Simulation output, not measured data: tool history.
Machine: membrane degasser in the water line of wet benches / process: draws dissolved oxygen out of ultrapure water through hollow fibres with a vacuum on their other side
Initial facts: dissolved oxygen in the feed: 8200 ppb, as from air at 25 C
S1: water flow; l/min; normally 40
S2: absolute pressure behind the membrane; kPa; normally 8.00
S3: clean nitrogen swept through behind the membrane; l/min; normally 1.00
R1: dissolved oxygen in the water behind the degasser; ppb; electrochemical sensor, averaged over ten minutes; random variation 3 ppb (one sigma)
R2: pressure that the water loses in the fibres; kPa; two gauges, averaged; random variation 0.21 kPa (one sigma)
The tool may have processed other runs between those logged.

run,hour,S1,S2,S3,R1,R2
1,0.0,40,8.00,1.00,403.8,46.44
2,119.5,49,8.00,1.00,501.7,57.33
3,228.3,40,8.00,1.00,401.3,46.88
# hour 240.8: vacuum gauge calibrated
4,466.0,40,8.00,1.00,404.6,46.71
5,649.3,40,8.00,1.00,403.7,46.99
6,794.9,40,8.00,1.00,404.7,46.85
7,964.6,40,8.00,1.00,405.2,47.19
8,1140.9,40,6.33,1.00,278.6,47.07
9,1320.3,40,6.33,1.00,281.8,47.06
10,1432.7,40,19.55,1.00,1199.6,46.95
11,1562.3,40,19.55,1.00,1183.9,47.39
12,1752.2,40,19.55,1.00,1178.5,47.10
13,1980.1,24,8.00,1.00,247.1,28.40
14,2240.9,24,8.00,1.00,246.4,28.50
15,2427.4,40,8.00,1.00,404.8,47.53
16,2564.9,40,8.00,1.00,404.6,47.49
# hour 2643.7: seals of the vacuum lines changed
17,2821.5,32,8.00,1.00,324.1,38.19
18,2943.6,41,8.00,0.71,532.4,48.89
19,3175.1,45,7.51,1.00,419.8,53.69
20,3297.9,45,7.51,1.00,423.6,53.94
21,3457.7,47,9.64,0.75,742.7,56.43
22,3570.5,27,5.56,2.34,69.8,32.05
23,3748.4,25,17.08,2.05,380.4,29.96
# hour 3835.6: gauge calibrated
24,3913.9,25,17.08,2.05,380.6,29.35
# hour 3946.0: vacuum gauge calibrated
25,4078.6,25,17.08,2.05,382.3,29.22
26,4265.1,40,5.47,0.68,275.6,47.29
27,4425.4,40,5.47,0.68,274.5,46.46
28,4673.0,40,8.00,1.80,264.1,47.06
29,4934.8,40,8.00,1.80,262.1,47.04
30,5056.0,40,7.24,1.24,299.2,47.06
31,5253.9,40,17.55,0.60,1477.4,47.16

Some steps in R2, run to run, broken into two amounts with sign: the step expected even without the hidden condition (settings, incoming material, random variation), and the rest, left for the hidden condition together with whatever gauge scatter is not in both the measured and the hidden-condition-free result:
What the log doesn't record here: membrane still open, %; true pressure behind the membrane over the reading, kPa; air that leaks in behind the membrane, l/min; drift of the gauge itself on oxygen_ppb, %; drift of the gauge itself on loss_of_pressure_kpa, %.
Run 12 -> 13: S1 40 -> 24, S2 19.55 -> 8.00. R2 -18.70 kPa: hidden state -0.16, all else -18.54.
Run 14 -> 15: S1 24 -> 40. R2 +19.03 kPa: hidden state +0.31, all else +18.72.
Run 21 -> 22: S1 47 -> 27, S2 9.64 -> 5.56, S3 0.75 -> 2.34. R2 -24.38 kPa: hidden state -0.50, all else -23.88.
Run 23 -> 24: gauge calibrated. R2 -0.61 kPa: hidden state -0.69, all else +0.08.

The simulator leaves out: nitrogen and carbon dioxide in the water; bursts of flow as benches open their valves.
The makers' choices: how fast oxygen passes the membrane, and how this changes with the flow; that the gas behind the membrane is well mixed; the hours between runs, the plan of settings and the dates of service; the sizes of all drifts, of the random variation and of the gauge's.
